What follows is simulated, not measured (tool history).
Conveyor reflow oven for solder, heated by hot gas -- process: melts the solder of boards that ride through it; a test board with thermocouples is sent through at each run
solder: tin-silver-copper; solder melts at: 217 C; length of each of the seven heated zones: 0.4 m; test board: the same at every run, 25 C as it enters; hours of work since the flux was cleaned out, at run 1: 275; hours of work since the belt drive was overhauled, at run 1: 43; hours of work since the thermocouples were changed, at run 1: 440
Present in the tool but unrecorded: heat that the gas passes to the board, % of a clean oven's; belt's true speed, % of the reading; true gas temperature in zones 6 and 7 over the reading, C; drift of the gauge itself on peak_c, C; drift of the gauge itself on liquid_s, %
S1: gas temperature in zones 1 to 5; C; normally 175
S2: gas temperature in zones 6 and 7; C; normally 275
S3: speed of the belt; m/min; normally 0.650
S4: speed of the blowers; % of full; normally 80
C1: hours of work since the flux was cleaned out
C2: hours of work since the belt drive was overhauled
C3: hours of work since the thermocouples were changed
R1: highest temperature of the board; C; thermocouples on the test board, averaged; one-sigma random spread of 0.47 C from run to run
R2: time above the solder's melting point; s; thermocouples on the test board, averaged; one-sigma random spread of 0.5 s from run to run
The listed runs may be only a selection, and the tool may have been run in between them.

Run 1, hour 0.0: usual settings; C1 275; C2 43; C3 440. Result: R1 251.4 C, R2 52.8 s.
Run 2, hour 64.4: usual settings but S4 54 % of full; C1 315; C2 83; C3 480. Result: R1 241.3 C, R2 41.1 s.
Run 3, hour 152.3: usual settings but S4 54 % of full; C1 370; C2 137; C3 534. Result: R1 240.3 C, R2 39.9 s.
At hour 161.4: flux residue cleaned out of gas plates and filters.
Run 4, hour 220.4: usual settings but S4 54 % of full; C1 36; C2 176; C3 573. Result: R1 243.5 C, R2 45.4 s.
Run 5, hour 296.0: usual settings but S3 0.730 m/min; C1 83; C2 223; C3 620. Result: R1 248.7 C, R2 44.9 s.
At hour 320.4: thermocouples of zones 6 and 7 changed.
Run 6, hour 383.8: usual settings but S2 266 C, S3 0.730 m/min; C1 136; C2 276; C3 39. Result: R1 242.9 C, R2 40.8 s.
Run 7, hour 457.8: usual settings but S1 176 C, S2 266 C, S3 0.730 m/min; C1 182; C2 322; C3 85. Result: R1 241.9 C, R2 40.0 s.
Run 8, hour 522.2: usual settings but S3 0.708 m/min; C1 222; C2 362; C3 125. Result: R1 249.8 C, R2 48.3 s.
Run 9, hour 606.0: usual settings but S3 0.708 m/min; C1 274; C2 413; C3 177. Result: R1 248.9 C, R2 47.3 s.
Run 10, hour 699.8: usual settings but S2 276 C; C1 332; C2 471; C3 235. Result: R1 253.0 C, R2 54.2 s.
At hour 771.4: flux residue cleaned out of gas plates and filters.
Run 11, hour 771.5: usual settings but S2 276 C; C1 0; C2 513; C3 276. Result: R1 256.8 C, R2 58.0 s.
Run 12, hour 859.6: usual settings but S2 276 C; C1 55; C2 567; C3 330. Result: R1 256.3 C, R2 58.6 s.
Run 13, hour 903.5: usual settings but S2 276 C; C1 82; C2 594; C3 357. Result: R1 256.2 C, R2 58.0 s.
Run 14, hour 966.0: usual settings but S1 187 C, S2 264 C; C1 120; C2 633; C3 396. Result: R1 247.4 C, R2 56.2 s.

Predict each of these 5 candidate next runs independently; none follows another, all start after run 14:
Run A, hour 1023.8: usual settings but S1 182 C, S4 75 % of full; C1 156; C2 669; C3 432. Result: R1 ?, R2 ?.
Run B, hour 1023.8: usual settings but S1 187 C, S2 264 C, S4 54 % of full; C1 156; C2 669; C3 432. Result: R1 ?, R2 ?.
Run C, hour 1023.8: usual settings but S1 182 C, S3 0.638 m/min; C1 156; C2 669; C3 432. Result: R1 ?, R2 ?.
Run D, hour 1023.8: usual settings but S1 169 C, S2 264 C; C1 156; C2 669; C3 432. Result: R1 ?, R2 ?.
Run E, hour 1023.8: usual settings but S1 168 C, S2 263 C; C1 156; C2 669; C3 432. Result: R1 ?, R2 ?.

run     R1    R2
  A  253.4  58.9
  B  238.0  45.4
  C  255.7  62.2
  D  243.2  46.0
  E  241.9  43.6
With no hidden state in the tool, these same runs would have given:
run     R1    R2
  A  255.6  59.5
  B  239.7  46.7
  C  257.9  62.7
  D  245.5  47.6
  E  244.2  45.3

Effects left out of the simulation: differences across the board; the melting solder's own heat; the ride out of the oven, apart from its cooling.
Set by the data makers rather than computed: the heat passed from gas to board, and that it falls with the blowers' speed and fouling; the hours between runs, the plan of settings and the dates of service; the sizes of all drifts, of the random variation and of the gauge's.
